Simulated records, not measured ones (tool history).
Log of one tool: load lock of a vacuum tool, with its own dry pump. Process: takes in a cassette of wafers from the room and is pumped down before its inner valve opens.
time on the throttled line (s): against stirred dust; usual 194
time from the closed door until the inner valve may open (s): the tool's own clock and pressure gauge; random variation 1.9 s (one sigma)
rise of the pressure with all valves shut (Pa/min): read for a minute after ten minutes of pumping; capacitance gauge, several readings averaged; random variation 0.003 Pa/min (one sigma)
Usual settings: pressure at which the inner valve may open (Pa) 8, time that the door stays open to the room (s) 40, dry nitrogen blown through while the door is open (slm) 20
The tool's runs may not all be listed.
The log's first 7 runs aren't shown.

| run | hour | time on the throttled line (s) | pressure at which the inner valve may open (Pa) | time that the door stays open to the room (s) | dry nitrogen blown through while the door is open (slm) | hours that the pump has run since its overhaul | times that the door has closed on its seal | incoming humidity of the room's air, % | time from the closed door until the inner valve may open (s) | rise of the pressure with all valves shut (Pa/min) |
|---|---|---|---|---|---|---|---|---|---|---|
| 8 | 3285.5 | 194 | 8 | 40 | 20 | 2150 | 5853 | 45.1 | 308.6 | 0.077 |
| 9 | 3870.5 | 194 | 8 | 40 | 20 | 2734 | 7713 | 46.2 | 310.1 | 0.098 |
| 10 | 4402.7 | 194 | 8 | 40 | 20 | 3267 | 9406 | 47.8 | 306.7 | 0.122 |
| 11 | 4990.8 | 194 | 8 | 40 | 20 | 3855 | 11276 | 47.7 | 307.6 | 0.145 |
| 12 | 5584.9 | 194 | 8 | 40 | 20 | 4449 | 13166 | 45.4 | 311.4 | 0.174 |
| 13 | 6108.5 | 194 | 8 | 40 | 20 | 4973 | 14831 | 43.8 | 313.1 | 0.205 |
| 14 | 6555.3 | 194 | 8 | 26 | 20 | 5419 | 16252 | 44.3 | 313.3 | 0.231 |
| 15 | 7108.1 | 194 | 8 | 40 | 20 | 5972 | 18011 | 43.6 | 314 | 0.269 |
| 16 | 7619.6 | 194 | 8 | 40 | 20 | 6484 | 19637 | 44.6 | 313.5 | 0.304 |
| 17 | 7985.1 | 194 | 8 | 40 | 20 | 6849 | 20800 | 46.2 | 312.9 | 0.327 |
| 18 | 8359.9 | 194 | 8 | 40 | 20 | 7224 | 21992 | 43.2 | 319.3 | 0.359 |
| 19 | 9002.3 | 194 | 8 | 40 | 20 | 7866 | 24035 | 45.6 | 319.3 | 0.417 |
| 20 | 9325.9 | 194 | 8 | 40 | 20 | 8190 | 25064 | 45.5 | 318 | 0.446 |
| 21 | 9815 | 194 | 10 | 151 | 20 | 8679 | 26620 | 44.9 | 315.4 | 0.522 |
|  | 10099.8 | door's seal changed, seat wiped |
| 22 | 10175.4 | 194 | 7 | 151 | 20 | 9038 | 240 | 43.9 | 321.1 | 0.053 |
| 23 | 10592 | 343 | 8 | 40 | 20 | 9455 | 1565 | 45.5 | 434.3 | 0.038 |
| 24 | 11150.1 | 343 | 8 | 40 | 20 | 10013 | 3340 | 45.2 | 437.1 | 0.05 |
| 25 | 11691.6 | 343 | 8 | 40 | 20 | 10554 | 5062 | 46.7 | 434.1 | 0.066 |

The next listed run, before its measurement:
| 26 | 12210.2 | 246 | 8 | 157 | 20 | 11073 | 6712 | 46.3 | ? | ? |

time from the closed door until the inner valve may open (s): 362
rise of the pressure with all valves shut (Pa/min): 0.107
Without the tool's hidden state the same run would have given time from the closed door until the inner valve may open (s) 347.8, rise of the pressure with all valves shut (Pa/min) 0.05.
